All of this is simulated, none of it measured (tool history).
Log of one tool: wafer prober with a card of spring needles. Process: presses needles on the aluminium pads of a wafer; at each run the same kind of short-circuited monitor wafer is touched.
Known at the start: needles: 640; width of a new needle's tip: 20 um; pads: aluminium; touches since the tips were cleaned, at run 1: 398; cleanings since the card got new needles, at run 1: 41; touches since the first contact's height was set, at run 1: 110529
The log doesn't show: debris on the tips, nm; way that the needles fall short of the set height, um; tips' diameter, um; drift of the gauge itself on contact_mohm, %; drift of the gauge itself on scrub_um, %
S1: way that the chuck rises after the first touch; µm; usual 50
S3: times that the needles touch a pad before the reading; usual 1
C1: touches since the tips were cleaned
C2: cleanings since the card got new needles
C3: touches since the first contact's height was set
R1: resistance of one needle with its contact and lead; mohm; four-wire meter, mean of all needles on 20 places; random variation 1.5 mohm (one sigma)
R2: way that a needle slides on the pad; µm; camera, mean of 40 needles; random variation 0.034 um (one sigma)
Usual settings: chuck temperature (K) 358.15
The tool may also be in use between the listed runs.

Run 1, hour 0.0: usual settings; C1 398; C2 41; C3 110529. Result: R1 199 mohm, R2 9.57 µm.
At hour 10.6: tips cleaned on abrasive film.
Run 2, hour 10.6: usual settings but S3 3; C1 9; C2 42; C3 112526. Result: R1 148 mohm, R2 9.59 µm.
Run 3, hour 19.5: usual settings but S1 36 µm, S3 3; C1 1699; C2 42; C3 114216. Result: R1 248 mohm, R2 6.80 µm.
At hour 23.1: tips cleaned on abrasive film.
Run 4, hour 29.7: usual settings but S1 37 µm; C1 1266; C2 43; C3 116141. Result: R1 360 mohm, R2 6.99 µm.
At hour 35.1: tips cleaned on abrasive film.
Run 5, hour 37.0: usual settings but S1 37 µm; C1 352; C2 44; C3 117490. Result: R1 255 mohm, R2 6.98 µm.
Run 6, hour 44.1: usual settings but S3 3; C1 1703; C2 44; C3 118841. Result: R1 196 mohm, R2 9.60 µm.
At hour 47.8: tips cleaned on abrasive film.
Run 7, hour 58.3: usual settings but chuck temperature (K) 307.15; C1 1988; C2 45; C3 121519. Result: R1 293 mohm, R2 9.58 µm.
At hour 59.6: tips cleaned on abrasive film.
Run 8, hour 69.0: usual settings but chuck temperature (K) 367.15; C1 1798; C2 46; C3 123548. Result: R1 282 mohm, R2 9.57 µm.
At hour 71.5: tips cleaned on abrasive film.
Run 9, hour 75.3: usual settings but chuck temperature (K) 321.15; C1 719; C2 47; C3 124709. Result: R1 225 mohm, R2 9.59 µm.
At hour 83.0: height of the first contact set anew.
At hour 84.2: tips cleaned on abrasive film.
Run 10, hour 86.9: usual settings but chuck temperature (K) 321.15; C1 521; C2 48; C3 721. Result: R1 200 mohm, R2 10.00 µm.
Run 11, hour 93.4: usual settings but chuck temperature (K) 321.15; C1 1748; C2 48; C3 1948. Result: R1 271 mohm, R2 9.94 µm.
At hour 96.8: tips cleaned on abrasive film.
Run 12, hour 107.6: usual settings but chuck temperature (K) 321.15; C1 2037; C2 49; C3 4622. Result: R1 280 mohm, R2 9.98 µm.
At hour 109.9: tips cleaned on abrasive film.
At hour 121.6: tips cleaned on abrasive film.
Run 13, hour 122.1: usual settings but chuck temperature (K) 321.15; C1 96; C2 51; C3 7348. Result: R1 165 mohm, R2 9.95 µm.
Run 14, hour 131.6: usual settings but chuck temperature (K) 321.15; C1 1906; C2 51; C3 9158. Result: R1 287 mohm, R2 9.95 µm.
At hour 133.8: tips cleaned on abrasive film.
Run 15, hour 138.0: usual settings but chuck temperature (K) 321.15; C1 802; C2 52; C3 10347. Result: R1 231 mohm, R2 9.95 µm.
Run 16, hour 144.2: usual settings but chuck temperature (K) 321.15; C1 1984; C2 52; C3 11529. Result: R1 286 mohm, R2 9.93 µm.
At hour 146.5: tips cleaned on abrasive film.
Run 17, hour 153.2: usual settings but chuck temperature (K) 321.15; C1 1284; C2 53; C3 13222. Result: R1 254 mohm, R2 9.89 µm.
At hour 158.4: tips cleaned on abrasive film.
Run 18, hour 164.0: usual settings but chuck temperature (K) 321.15; C1 1064; C2 54; C3 15239. Result: R1 244 mohm, R2 9.90 µm.
At hour 170.6: tips cleaned on abrasive film.
Run 19, hour 179.0: usual settings but S1 47 µm, chuck temperature (K) 321.15; C1 1604; C2 55; C3 18081. Result: R1 288 mohm, R2 9.34 µm.
At hour 182.8: tips cleaned on abrasive film.
Run 20, hour 186.9: usual settings but S1 37 µm, chuck temperature (K) 321.15, S3 2; C1 774; C2 56; C3 19550. Result: R1 234 mohm, R2 7.26 µm.
At hour 194.7: tips cleaned on abrasive film.
Run 21, hour 199.1: usual settings but chuck temperature (K) 319.15, S3 2; C1 840; C2 57; C3 21863. Result: R1 195 mohm, R2 9.96 µm.
Run 22, hour 205.9: usual settings but S1 59 µm, chuck temperature (K) 319.15, S3 2; C1 2115; C2 57; C3 23138. Result: R1 203 mohm, R2 11.66 µm.
At hour 206.9: tips cleaned on abrasive film.
Run 23, hour 215.3: usual settings but S1 59 µm, chuck temperature (K) 319.15, S3 2; C1 1593; C2 58; C3 24905. Result: R1 198 mohm, R2 11.67 µm.
At hour 218.8: tips cleaned on abrasive film.
Run 24, hour 228.1: usual settings but S1 59 µm, chuck temperature (K) 319.15, S3 2; C1 1766; C2 59; C3 27332. Result: R1 194 mohm, R2 11.68 µm.
At hour 231.4: tips cleaned on abrasive film.
Run 25, hour 236.3: usual settings but S1 47 µm, chuck temperature (K) 398.15, S3 3; C1 918; C2 60; C3 28857. Result: R1 187 mohm, R2 9.24 µm.
At hour 243.9: tips cleaned on abrasive film.
Run 26, hour 248.7: usual settings but S1 61 µm; C1 916; C2 61; C3 31206. Result: R1 205 mohm, R2 12.04 µm.
At hour 256.9: tips cleaned on abrasive film.
Run 27, hour 263.8: usual settings but S1 61 µm; C1 1302; C2 62; C3 34043. Result: R1 219 mohm, R2 12.08 µm.
At hour 269.1: tips cleaned on abrasive film.
Run 28, hour 277.6: usual settings but S1 47 µm, chuck temperature (K) 333.15; C1 1602; C2 63; C3 36645. Result: R1 299 mohm, R2 9.27 µm.
At hour 281.0: tips cleaned on abrasive film.
Run 29, hour 285.8: usual settings but S1 57 µm, chuck temperature (K) 378.15; C1 902; C2 64; C3 38183. Result: R1 214 mohm, R2 11.23 µm.
At hour 293.2: tips cleaned on abrasive film.
Run 30, hour 294.4: usual settings but S3 3; C1 235; C2 65; C3 39809. Result: R1 160 mohm, R2 9.85 µm.
At hour 305.1: tips cleaned on abrasive film.
Run 31, hour 305.1: usual settings but S1 56 µm, S3 3; C1 0; C2 66; C3 41806. Result: R1 143 mohm, R2 11.05 µm.
Run 32, hour 313.6: usual settings but S1 56 µm, S3 3; C1 1621; C2 66; C3 43427. Result: R1 181 mohm, R2 11.06 µm.
At hour 317.7: tips cleaned on abrasive film.
Run 33, hour 320.7: usual settings but S1 57 µm, chuck temperature (K) 380.15, S3 2; C1 554; C2 67; C3 44753. Result: R1 171 mohm, R2 11.27 µm.

How the hidden state differs across the entries between the runs, from the last listed run before each to the first after it:
Between runs 1 and 2: tips cleaned on abrasive film (hour 10.6)
  debris on the tips, nm: 43.2 -> 11.2; way that the needles fall short of the set height, um: 1.74 -> 1.8; tips' diameter, um: 20.61 -> 20.63
  measured less the result without the state, R1: +56 -> +7 mohm; R2: -0.35 -> -0.36 µm
Between runs 3 and 4: tips cleaned on abrasive film (hour 23.1)
  debris on the tips, nm: 109.3 -> 93.5; way that the needles fall short of the set height, um: 1.8 -> 1.85; tips' diameter, um: 20.63 -> 20.65
  measured less the result without the state, R1: +94 -> +210 mohm; R2: -0.36 -> -0.37 µm
Between runs 4 and 5: tips cleaned on abrasive film (hour 35.1)
  debris on the tips, nm: 93.5 -> 44.8; way that the needles fall short of the set height, um: 1.85 -> 1.88; tips' diameter, um: 20.65 -> 20.66
  measured less the result without the state, R1: +210 -> +104 mohm; R2: -0.37 -> -0.38 µm
Between runs 6 and 7: tips cleaned on abrasive film (hour 47.8)
  debris on the tips, nm: 110.7 -> 117.6; way that the needles fall short of the set height, um: 1.88 -> 1.91; tips' diameter, um: 20.66 -> 20.67
  measured less the result without the state, R1: +52 -> +160 mohm; R2: -0.38 -> -0.38 µm
Between runs 7 and 8: tips cleaned on abrasive film (hour 59.6)
  debris on the tips, nm: 117.6 -> 112; way that the needles fall short of the set height, um: 1.91 -> 1.97; tips' diameter, um: 20.67 -> 20.69
  measured less the result without the state, R1: +160 -> +139 mohm; R2: -0.38 -> -0.39 µm
Between runs 8 and 9: tips cleaned on abrasive film (hour 71.5)
  debris on the tips, nm: 112 -> 64.2; way that the needles fall short of the set height, um: 1.97 -> 2; tips' diameter, um: 20.69 -> 20.7
  measured less the result without the state, R1: +139 -> +88 mohm; R2: -0.39 -> -0.39 µm
Between runs 9 and 10: height of the first contact set anew (hour 83.0); tips cleaned on abrasive film (hour 84.2)
  debris on the tips, nm: 64.2 -> 51.1; way that the needles fall short of the set height, um: 2 -> 0.05; tips' diameter, um: 20.7 -> 20.72
  measured less the result without the state, R1: +88 -> +64 mohm; R2: -0.39 -> -0.01 µm
Between runs 11 and 12: tips cleaned on abrasive film (hour 96.8)
  debris on the tips, nm: 107.3 -> 115.2; way that the needles fall short of the set height, um: 0.05 -> 0.09; tips' diameter, um: 20.72 -> 20.73
  measured less the result without the state, R1: +134 -> +143 mohm; R2: -0.01 -> -0.02 µm
Between runs 12 and 13: tips cleaned on abrasive film (hour 109.9); tips cleaned on abrasive film (hour 121.6)
  debris on the tips, nm: 115.2 -> 21.1; way that the needles fall short of the set height, um: 0.09 -> 0.17; tips' diameter, um: 20.73 -> 20.76
  measured less the result without the state, R1: +143 -> +27 mohm; R2: -0.02 -> -0.03 µm
Between runs 14 and 15: tips cleaned on abrasive film (hour 133.8)
  debris on the tips, nm: 115.3 -> 74.3; way that the needles fall short of the set height, um: 0.17 -> 0.22; tips' diameter, um: 20.76 -> 20.78
  measured less the result without the state, R1: +148 -> +93 mohm; R2: -0.03 -> -0.05 µm
Between runs 16 and 17: tips cleaned on abrasive film (hour 146.5)
  debris on the tips, nm: 116.5 -> 93.3; way that the needles fall short of the set height, um: 0.22 -> 0.27; tips' diameter, um: 20.78 -> 20.8
  measured less the result without the state, R1: +148 -> +118 mohm; R2: -0.04 -> -0.06 µm
Between runs 17 and 18: tips cleaned on abrasive film (hour 158.4)
  debris on the tips, nm: 93.3 -> 83.1; way that the needles fall short of the set height, um: 0.27 -> 0.33; tips' diameter, um: 20.8 -> 20.81
  measured less the result without the state, R1: +118 -> +106 mohm; R2: -0.06 -> -0.07 µm
Between runs 18 and 19: tips cleaned on abrasive film (hour 170.6)
  debris on the tips, nm: 83.1 -> 102.7; way that the needles fall short of the set height, um: 0.33 -> 0.38; tips' diameter, um: 20.81 -> 20.83
  measured less the result without the state, R1: +106 -> +147 mohm; R2: -0.07 -> -0.08 µm
Between runs 19 and 20: tips cleaned on abrasive film (hour 182.8)
  debris on the tips, nm: 102.7 -> 63.2; way that the needles fall short of the set height, um: 0.38 -> 0.43; tips' diameter, um: 20.83 -> 20.85
  measured less the result without the state, R1: +147 -> +87 mohm; R2: -0.08 -> -0.09 µm
Between runs 20 and 21: tips cleaned on abrasive film (hour 194.7)
  debris on the tips, nm: 63.2 -> 75.6; way that the needles fall short of the set height, um: 0.43 -> 0.46; tips' diameter, um: 20.85 -> 20.86
  measured less the result without the state, R1: +87 -> +59 mohm; R2: -0.09 -> -0.09 µm
Between runs 22 and 23: tips cleaned on abrasive film (hour 206.9)
  debris on the tips, nm: 119.1 -> 105.5; way that the needles fall short of the set height, um: 0.46 -> 0.5; tips' diameter, um: 20.86 -> 20.87
  measured less the result without the state, R1: +68 -> +62 mohm; R2: -0.09 -> -0.10 µm
Between runs 23 and 24: tips cleaned on abrasive film (hour 218.8)
  debris on the tips, nm: 105.5 -> 109.9; way that the needles fall short of the set height, um: 0.5 -> 0.54; tips' diameter, um: 20.87 -> 20.89
  measured less the result without the state, R1: +62 -> +63 mohm; R2: -0.10 -> -0.11 µm
Between runs 24 and 25: tips cleaned on abrasive film (hour 231.4)
  debris on the tips, nm: 109.9 -> 76.7; way that the needles fall short of the set height, um: 0.54 -> 0.58; tips' diameter, um: 20.89 -> 20.9
  measured less the result without the state, R1: +63 -> +36 mohm; R2: -0.11 -> -0.11 µm
Between runs 25 and 26: tips cleaned on abrasive film (hour 243.9)
  debris on the tips, nm: 76.7 -> 75.4; way that the needles fall short of the set height, um: 0.58 -> 0.62; tips' diameter, um: 20.9 -> 20.92
  measured less the result without the state, R1: +36 -> +64 mohm; R2: -0.11 -> -0.13 µm
Between runs 26 and 27: tips cleaned on abrasive film (hour 256.9)
  debris on the tips, nm: 75.4 -> 92.9; way that the needles fall short of the set height, um: 0.62 -> 0.66; tips' diameter, um: 20.92 -> 20.93
  measured less the result without the state, R1: +64 -> +79 mohm; R2: -0.13 -> -0.13 µm
Between runs 27 and 28: tips cleaned on abrasive film (hour 269.1)
  debris on the tips, nm: 92.9 -> 108.3; way that the needles fall short of the set height, um: 0.66 -> 0.7; tips' diameter, um: 20.93 -> 20.95
  measured less the result without the state, R1: +79 -> +157 mohm; R2: -0.13 -> -0.14 µm
Between runs 28 and 29: tips cleaned on abrasive film (hour 281.0)
  debris on the tips, nm: 108.3 -> 70.8; way that the needles fall short of the set height, um: 0.7 -> 0.74; tips' diameter, um: 20.95 -> 20.96
  measured less the result without the state, R1: +157 -> +68 mohm; R2: -0.14 -> -0.15 µm
Between runs 29 and 30: tips cleaned on abrasive film (hour 293.2)
  debris on the tips, nm: 70.8 -> 35.2; way that the needles fall short of the set height, um: 0.74 -> 0.78; tips' diameter, um: 20.96 -> 20.97
  measured less the result without the state, R1: +68 -> +17 mohm; R2: -0.15 -> -0.16 µm
Between runs 30 and 31: tips cleaned on abrasive film (hour 305.1)
  debris on the tips, nm: 35.2 -> 7.5; way that the needles fall short of the set height, um: 0.78 -> 0.84; tips' diameter, um: 20.97 -> 20.99
  measured less the result without the state, R1: +17 -> +3 mohm; R2: -0.16 -> -0.17 µm
Between runs 32 and 33: tips cleaned on abrasive film (hour 317.7)
  debris on the tips, nm: 106.5 -> 46.6; way that the needles fall short of the set height, um: 0.84 -> 0.88; tips' diameter, um: 20.99 -> 21.01
  measured less the result without the state, R1: +39 -> +27 mohm; R2: -0.17 -> -0.17 µm

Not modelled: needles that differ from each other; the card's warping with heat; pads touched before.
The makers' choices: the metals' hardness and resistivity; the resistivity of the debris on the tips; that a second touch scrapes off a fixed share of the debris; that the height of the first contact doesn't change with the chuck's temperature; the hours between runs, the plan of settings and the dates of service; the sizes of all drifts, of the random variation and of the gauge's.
